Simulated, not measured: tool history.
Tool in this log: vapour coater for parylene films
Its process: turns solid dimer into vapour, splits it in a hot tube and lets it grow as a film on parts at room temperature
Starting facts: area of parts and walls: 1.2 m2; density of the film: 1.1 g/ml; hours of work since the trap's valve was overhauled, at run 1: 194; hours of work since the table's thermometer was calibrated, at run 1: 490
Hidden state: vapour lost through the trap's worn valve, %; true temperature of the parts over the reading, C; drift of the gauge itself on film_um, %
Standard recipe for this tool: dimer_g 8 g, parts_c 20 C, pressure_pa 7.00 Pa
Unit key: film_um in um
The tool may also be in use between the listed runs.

| run | day | dimer_g | parts_c | pressure_pa | hours of work since the trap's valve was overhauled | hours of work since the table's thermometer was calibrated | film_um |
|---|---|---|---|---|---|---|---|
| 1 | 0.000 | 8 | 20 | 7.00 | 194 | 490 | 3.05 |
| 2 | 1.325 | 8 | 20 | 7.00 | 216 | 512 | 2.97 |
| 3 | 2.525 | 8 | 20 | 7.00 | 235 | 531 | 3.00 |
| 4 | 4.483 | 8 | 20 | 7.00 | 267 | 563 | 2.96 |
| 5 | 6.467 | 8 | 20 | 7.00 | 299 | 595 | 2.88 |
| 6 | 7.950 | 6 | 20 | 7.00 | 323 | 619 | 2.18 |
| 7 | 9.854 | 8 | 16 | 7.00 | 354 | 650 | 3.08 |
| 8 | 11.904 | 8 | 16 | 7.00 | 387 | 683 | 3.05 |
|  | 13.421 | trap's valve overhauled |
| 9 | 13.421 | 13 | 16 | 7.00 | 0 | 705 | 5.45 |
| 10 | 14.779 | 13 | 16 | 3.32 | 22 | 727 | 6.20 |
| 11 | 16.833 | 8 | 20 | 7.00 | 55 | 760 | 3.09 |
| 12 | 19.375 | 8 | 15 | 2.93 | 96 | 801 | 4.00 |
| 13 | 21.742 | 8 | 15 | 2.93 | 135 | 839 | 3.97 |
| 14 | 24.171 | 8 | 15 | 2.93 | 174 | 879 | 3.92 |
| 15 | 25.596 | 3 | 30 | 7.91 | 197 | 902 | 0.94 |
| 16 | 27.854 | 6 | 13 | 4.05 | 234 | 938 | 2.71 |
| 17 | 29.033 | 10 | 30 | 4.05 | 253 | 957 | 3.51 |
| 18 | 31.321 | 10 | 30 | 4.05 | 290 | 995 | 3.42 |
| 19 | 32.658 | 8 | 20 | 5.72 | 311 | 1016 | 3.02 |
| 20 | 33.933 | 8 | 14 | 2.69 | 332 | 1037 | 3.85 |
| 21 | 35.400 | 8 | 15 | 9.13 | 356 | 1061 | 2.95 |

5 options for the next run, each taken on its own from the tool as it stands now. Forecast them:
| A | 36.438 | 8 | 27 | 7.00 | 373 | 1077 | ? |
| B | 36.438 | 12 | 21 | 4.87 | 373 | 1077 | ? |
| C | 36.438 | 6 | 20 | 5.62 | 373 | 1077 | ? |
| D | 36.438 | 8 | 31 | 9.13 | 373 | 1077 | ? |
| E | 36.438 | 8 | 25 | 7.00 | 373 | 1077 | ? |

| run | film_um |
|---|---|
| A | 2.55 |
| B | 4.59 |
| C | 2.25 |
| D | 2.29 |
| E | 2.68 |
With no hidden state in the tool, these same runs would have given:
| run | film_um |
|---|---|
| A | 2.81 |
| B | 5.05 |
| C | 2.48 |
| D | 2.51 |
| E | 2.95 |
